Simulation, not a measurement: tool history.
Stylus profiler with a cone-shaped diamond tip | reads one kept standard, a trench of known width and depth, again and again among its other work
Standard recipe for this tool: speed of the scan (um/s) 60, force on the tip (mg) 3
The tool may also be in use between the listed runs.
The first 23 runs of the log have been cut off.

run	hour	speed of the scan (um/s)	force on the tip (mg)	depth of the trench (nm)	width of the trench's floor (nm)
24	651.6	41	3	100.48	98270
25	681.8	41	3	100.36	98230
26	718.2	20	2.53	100.36	98360
27	750.6	34	7.71	100.95	98300
28	783.6	87	1.89	100.29	98000
29	803.2	18	6.11	100.8	98280
# hour 806.1: height scale calibrated on a step standard
30	841.3	18	6.11	100.63	98310
31	880.2	48	1.12	99.89	98100
32	910.2	80	1.47	99.86	97980
33	938	80	1.47	99.89	97920
34	974.9	37	3.93	100.37	98200
35	991.9	37	3.93	100.39	98240
36	1017.8	110	8.34	100.97	98160
# hour 1034.8: height scale calibrated on a step standard, once more
37	1056.5	35	8.85	101.5	98270
38	1085.3	35	8.85	101.58	98270
39	1103.9	53	4.28	100.86	98180
40	1131.5	18	3.92	100.86	98250
41	1155.6	18	3.92	100.8	98220
42	1176.7	18	3.92	100.94	98280
43	1205.3	63	3.69	100.82	98120
44	1224.7	146	1.81	100.47	97690
45	1242.2	146	1.81	100.47	97700
46	1275.6	146	1.81	100.4	97710
47	1312.7	128	3.6	100.72	97920

Each row is a separate what-if for the run after 47, all from the same tool condition, not one after another. Results?
A	1344.9	46	1.15	?	?
B	1344.9	34	4.22	?	?
C	1344.9	191	8.19	?	?

run	depth of the trench (nm)	width of the trench's floor (nm)
A	100.41	98120
B	100.93	98230
C	101.27	97910
Had the tool no hidden state, the same runs would have come out as:
run	depth of the trench (nm)	width of the trench's floor (nm)
A	100.43	98420
B	100.96	98530
C	101.3	98200
